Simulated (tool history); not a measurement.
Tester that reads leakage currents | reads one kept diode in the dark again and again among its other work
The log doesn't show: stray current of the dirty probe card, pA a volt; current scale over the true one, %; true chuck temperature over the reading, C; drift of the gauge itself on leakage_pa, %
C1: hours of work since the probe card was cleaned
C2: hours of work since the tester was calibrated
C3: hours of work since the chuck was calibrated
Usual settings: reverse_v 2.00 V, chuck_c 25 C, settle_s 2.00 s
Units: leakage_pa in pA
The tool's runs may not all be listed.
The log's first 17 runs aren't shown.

At hour 1755.0: probe card cleaned and baked.
Run 18, hour 1756.7: usual settings but chuck_c 26 C; C1 1; C2 1260; C3 1780. Result: leakage_pa 11.07 pA.
Run 19, hour 1840.4: usual settings but chuck_c 36 C, settle_s 7.37 s; C1 55; C2 1314; C3 1834. Result: leakage_pa 24.70 pA.
Run 20, hour 1989.4: usual settings but reverse_v 1.92 V, chuck_c 50 C; C1 152; C2 1410; C3 1930. Result: leakage_pa 74.35 pA.
At hour 2063.8: chuck's temperature calibrated.
Run 21, hour 2140.9: usual settings but settle_s 0.58 s; C1 248; C2 1507; C3 50. Result: leakage_pa 10.00 pA.
Run 22, hour 2290.6: usual settings but settle_s 0.58 s; C1 345; C2 1604; C3 147. Result: leakage_pa 10.12 pA.
At hour 2427.1: probe card cleaned and baked, once more.
Run 23, hour 2440.5: usual settings but settle_s 0.58 s; C1 9; C2 1699; C3 242. Result: leakage_pa 8.63 pA.
Run 24, hour 2566.5: usual settings but reverse_v 1.16 V, chuck_c 38 C, settle_s 2.22 s; C1 90; C2 1780; C3 323. Result: leakage_pa 21.88 pA.
Run 25, hour 2686.2: usual settings but reverse_v 2.98 V, chuck_c 48 C; C1 168; C2 1858; C3 401. Result: leakage_pa 70.47 pA.
Run 26, hour 2819.3: usual settings but reverse_v 2.98 V, chuck_c 48 C; C1 254; C2 1944; C3 487. Result: leakage_pa 70.57 pA.
Run 27, hour 2927.5: usual settings but reverse_v 3.28 V, chuck_c 30 C; C1 324; C2 2014; C3 557. Result: leakage_pa 16.32 pA.
Run 28, hour 3062.2: usual settings but reverse_v 7.02 V, chuck_c 30 C, settle_s 1.75 s; C1 411; C2 2101; C3 644. Result: leakage_pa 21.92 pA.
Run 29, hour 3149.8: usual settings but chuck_c 34 C, settle_s 0.92 s; C1 468; C2 2158; C3 701. Result: leakage_pa 19.42 pA.
Run 30, hour 3289.3: usual settings but settle_s 7.56 s; C1 558; C2 2248; C3 791. Result: leakage_pa 8.76 pA.
Run 31, hour 3374.3: usual settings but settle_s 7.56 s; C1 613; C2 2303; C3 846. Result: leakage_pa 8.81 pA.
Run 32, hour 3519.6: usual settings but reverse_v 1.12 V, chuck_c 26 C; C1 707; C2 2397; C3 940. Result: leakage_pa 7.82 pA.
Run 33, hour 3585.2: usual settings but chuck_c 24 C; C1 749; C2 2439; C3 982. Result: leakage_pa 8.29 pA.
Run 34, hour 3668.5: usual settings but reverse_v 9.74 V, chuck_c 49 C, settle_s 4.00 s; C1 803; C2 2493; C3 1036. Result: leakage_pa 119.25 pA.
Run 35, hour 3793.2: usual settings but chuck_c 35 C; C1 884; C2 2574; C3 1117. Result: leakage_pa 21.53 pA.
Run 36, hour 3942.2: usual settings but reverse_v 2.21 V, chuck_c 57 C, settle_s 1.53 s; C1 980; C2 2670; C3 1213. Result: leakage_pa 130.18 pA.

3 ways to go on from here, each from the tool as it stands after run 36. What would each give?
Run A, hour 4035.7: usual settings but reverse_v 1.16 V, chuck_c 24 C, settle_s 0.44 s; C1 1041; C2 2731; C3 1274. Result: leakage_pa ?.
Run B, hour 4035.7: usual settings but reverse_v 1.34 V; C1 1041; C2 2731; C3 1274. Result: leakage_pa ?.
Run C, hour 4035.7: usual settings but reverse_v 2.21 V, chuck_c 57 C, settle_s 1.33 s; C1 1041; C2 2731; C3 1274. Result: leakage_pa ?.

run  leakage_pa
  A        7.02
  B        7.95
  C      131.07
Without the tool's hidden state the same runs would have given:
run  leakage_pa
  A        6.36
  B        7.19
  C      123.32

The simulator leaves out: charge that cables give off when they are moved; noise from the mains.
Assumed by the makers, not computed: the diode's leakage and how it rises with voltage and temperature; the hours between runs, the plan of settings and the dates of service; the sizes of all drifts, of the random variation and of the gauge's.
